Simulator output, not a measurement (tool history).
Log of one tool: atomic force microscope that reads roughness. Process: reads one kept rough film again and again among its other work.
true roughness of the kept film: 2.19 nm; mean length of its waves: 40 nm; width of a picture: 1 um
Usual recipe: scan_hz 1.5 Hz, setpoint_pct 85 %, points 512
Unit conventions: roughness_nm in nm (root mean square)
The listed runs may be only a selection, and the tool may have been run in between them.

run 1 day=0 | scan_hz=1.5 setpoint_pct=85 points=512 | roughness_nm=1.773
run 2 day=0.808 | scan_hz=1.5 setpoint_pct=85 points=512 | roughness_nm=1.734
-- day=1.162 new tip fitted
run 3 day=1.546 | scan_hz=1.5 setpoint_pct=85 points=512 | roughness_nm=1.888
run 4 day=2.021 | scan_hz=1.5 setpoint_pct=85 points=512 | roughness_nm=1.857
run 5 day=2.4 | scan_hz=1.5 setpoint_pct=85 points=512 | roughness_nm=1.825
run 6 day=2.95 | scan_hz=1.5 setpoint_pct=85 points=512 | roughness_nm=1.798
run 7 day=3.512 | scan_hz=1.5 setpoint_pct=80 points=512 | roughness_nm=1.786
-- day=4.062 new tip fitted
run 8 day=4.412 | scan_hz=1.48 setpoint_pct=80 points=512 | roughness_nm=1.919
run 9 day=5.217 | scan_hz=1.48 setpoint_pct=80 points=512 | roughness_nm=1.863
run 10 day=5.708 | scan_hz=1.48 setpoint_pct=80 points=512 | roughness_nm=1.817
run 11 day=6.442 | scan_hz=1.48 setpoint_pct=80 points=512 | roughness_nm=1.783
-- day=6.938 new tip fitted
run 12 day=7.296 | scan_hz=1.48 setpoint_pct=80 points=512 | roughness_nm=1.908
run 13 day=7.712 | scan_hz=1.48 setpoint_pct=80 points=512 | roughness_nm=1.889
run 14 day=8.112 | scan_hz=1.48 setpoint_pct=84 points=512 | roughness_nm=1.828
run 15 day=8.929 | scan_hz=1.48 setpoint_pct=84 points=386 | roughness_nm=1.766
-- day=9.804 new tip fitted
run 16 day=9.833 | scan_hz=1.48 setpoint_pct=84 points=386 | roughness_nm=1.913
run 17 day=10.383 | scan_hz=1.48 setpoint_pct=84 points=386 | roughness_nm=1.884
run 18 day=10.788 | scan_hz=1.5 setpoint_pct=85 points=546 | roughness_nm=1.835
run 19 day=11.296 | scan_hz=1.5 setpoint_pct=85 points=546 | roughness_nm=1.807
run 20 day=11.792 | scan_hz=1.5 setpoint_pct=85 points=546 | roughness_nm=1.765
run 21 day=12.279 | scan_hz=1.5 setpoint_pct=75 points=546 | roughness_nm=1.802
-- day=12.7 new tip fitted
run 22 day=12.754 | scan_hz=1.5 setpoint_pct=75 points=546 | roughness_nm=1.964
run 23 day=13.408 | scan_hz=1.5 setpoint_pct=75 points=546 | roughness_nm=1.928
run 24 day=13.85 | scan_hz=1.5 setpoint_pct=75 points=546 | roughness_nm=1.892
run 25 day=14.712 | scan_hz=1.5 setpoint_pct=85 points=512 | roughness_nm=1.777
run 26 day=15.292 | scan_hz=1.5 setpoint_pct=85 points=512 | roughness_nm=1.713
-- day=15.592 new tip fitted
run 27 day=16.008 | scan_hz=1.5 setpoint_pct=85 points=512 | roughness_nm=1.875
run 28 day=16.725 | scan_hz=1.5 setpoint_pct=60 points=802 | roughness_nm=1.942
run 29 day=17.338 | scan_hz=1.5 setpoint_pct=60 points=802 | roughness_nm=1.889
run 30 day=17.988 | scan_hz=2.27 setpoint_pct=58 points=408 | roughness_nm=1.834
-- day=18.467 new tip fitted
run 31 day=18.633 | scan_hz=1.5 setpoint_pct=85 points=366 | roughness_nm=1.901
run 32 day=19.508 | scan_hz=1.5 setpoint_pct=85 points=366 | roughness_nm=1.835
run 33 day=20.333 | scan_hz=1.5 setpoint_pct=85 points=366 | roughness_nm=1.775
run 34 day=21.221 | scan_hz=1.5 setpoint_pct=85 points=366 | roughness_nm=1.712
-- day=21.371 new tip fitted
run 35 day=21.712 | scan_hz=0.61 setpoint_pct=68 points=301 | roughness_nm=2.014
run 36 day=22.271 | scan_hz=3.31 setpoint_pct=85 points=521 | roughness_nm=1.692
run 37 day=22.654 | scan_hz=3.31 setpoint_pct=85 points=521 | roughness_nm=1.648
run 38 day=23.192 | scan_hz=3.31 setpoint_pct=85 points=521 | roughness_nm=1.626
run 39 day=23.771 | scan_hz=3.31 setpoint_pct=85 points=521 | roughness_nm=1.601
-- day=24.258 new tip fitted
run 40 day=24.312 | scan_hz=1.19 setpoint_pct=79 points=793 | roughness_nm=1.972
run 41 day=24.679 | scan_hz=1.19 setpoint_pct=71 points=527 | roughness_nm=1.959
run 42 day=25.154 | scan_hz=0.51 setpoint_pct=56 points=915 | roughness_nm=1.987
run 43 day=25.921 | scan_hz=0.81 setpoint_pct=65 points=680 | roughness_nm=1.92
run 44 day=26.688 | scan_hz=0.81 setpoint_pct=68 points=680 | roughness_nm=1.84
-- day=27.129 new tip fitted
run 45 day=27.504 | scan_hz=0.81 setpoint_pct=68 points=680 | roughness_nm=1.999
run 46 day=28.383 | scan_hz=0.65 setpoint_pct=85 points=584 | roughness_nm=1.898
run 47 day=28.888 | scan_hz=2.95 setpoint_pct=70 points=322 | roughness_nm=1.808
run 48 day=29.279 | scan_hz=1.5 setpoint_pct=81 points=625 | roughness_nm=1.782
run 49 day=29.842 | scan_hz=1.5 setpoint_pct=86 points=512 | roughness_nm=1.72
-- day=30.012 new tip fitted
run 50 day=30.338 | scan_hz=1.5 setpoint_pct=86 points=512 | roughness_nm=1.887
run 51 day=31.112 | scan_hz=1.5 setpoint_pct=86 points=512 | roughness_nm=1.805
run 52 day=31.925 | scan_hz=2.96 setpoint_pct=66 points=499 | roughness_nm=1.809

Consider 4 possible next runs. They are alternatives, not a sequence: every one starts from the tool as it was left by run 52. What does each give?
run A day=32.679 | scan_hz=1.59 setpoint_pct=77 points=997 | roughness_nm=?
run B day=32.679 | scan_hz=1.85 setpoint_pct=66 points=499 | roughness_nm=?
run C day=32.679 | scan_hz=0.57 setpoint_pct=58 points=862 | roughness_nm=?
run D day=32.679 | scan_hz=1.02 setpoint_pct=70 points=318 | roughness_nm=?

run=A roughness_nm=1.759
run=B roughness_nm=1.782
run=C roughness_nm=1.836
run=D roughness_nm=1.789
Without the tool's unlogged condition, the same runs would have read:
run=A roughness_nm=1.999
run=B roughness_nm=2.026
run=C roughness_nm=2.087
run=D roughness_nm=2.033
